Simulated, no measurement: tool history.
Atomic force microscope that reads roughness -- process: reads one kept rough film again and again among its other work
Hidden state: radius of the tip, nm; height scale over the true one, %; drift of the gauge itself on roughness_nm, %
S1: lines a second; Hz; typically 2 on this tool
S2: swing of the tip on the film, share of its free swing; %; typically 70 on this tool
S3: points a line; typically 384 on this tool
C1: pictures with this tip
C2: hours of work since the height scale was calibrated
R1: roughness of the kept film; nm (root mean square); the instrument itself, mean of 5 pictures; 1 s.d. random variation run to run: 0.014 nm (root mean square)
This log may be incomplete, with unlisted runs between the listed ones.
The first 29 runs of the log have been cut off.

{"day": 46.738, "done": "new tip fitted"}
{"run": 30, "day": 48.125, "S1": 0.53, "S2": 73, "S3": 969, "C1": 50, "C2": 314, "R1": 3.499}
{"run": 31, "day": 49.408, "S1": 0.53, "S2": 73, "S3": 969, "C1": 96, "C2": 335, "R1": 3.399}
{"run": 32, "day": 50.938, "S1": 1.92, "S2": 78, "S3": 486, "C1": 151, "C2": 361, "R1": 3.058}
{"day": 51.588, "done": "new tip fitted"}
{"run": 33, "day": 53.021, "S1": 2.02, "S2": 55, "S3": 469, "C1": 52, "C2": 396, "R1": 3.45}
{"run": 34, "day": 54.508, "S1": 0.82, "S2": 71, "S3": 419, "C1": 105, "C2": 421, "R1": 3.341}
{"day": 56.392, "done": "new tip fitted"}
{"run": 35, "day": 56.796, "S1": 0.63, "S2": 79, "S3": 865, "C1": 15, "C2": 459, "R1": 3.508}
{"run": 36, "day": 58.525, "S1": 0.63, "S2": 79, "S3": 865, "C1": 77, "C2": 488, "R1": 3.418}
{"run": 37, "day": 60.692, "S1": 2, "S2": 75, "S3": 527, "C1": 155, "C2": 524, "R1": 3.102}
{"day": 61.188, "done": "new tip fitted"}
{"run": 38, "day": 61.933, "S1": 2.46, "S2": 84, "S3": 305, "C1": 27, "C2": 545, "R1": 3.022}
{"run": 39, "day": 63.108, "S1": 3.4, "S2": 70, "S3": 495, "C1": 69, "C2": 564, "R1": 3.161}

What if the next run were any one of these 3? Each begins from the tool's condition after run 39:
{"run": "A", "day": 64.671, "S1": 1.41, "S2": 70, "S3": 495, "C1": 125, "C2": 591, "R1": "?"}
{"run": "B", "day": 64.671, "S1": 2.01, "S2": 81, "S3": 495, "C1": 125, "C2": 591, "R1": "?"}
{"run": "C", "day": 64.671, "S1": 1.73, "S2": 59, "S3": 495, "C1": 125, "C2": 591, "R1": "?"}

run=A R1=3.282
run=B R1=3.077
run=C R1=3.327
Stripped of hidden state, with their random variation kept, the same runs would have yielded:
run=A R1=3.444
run=B R1=3.23
run=C R1=3.492
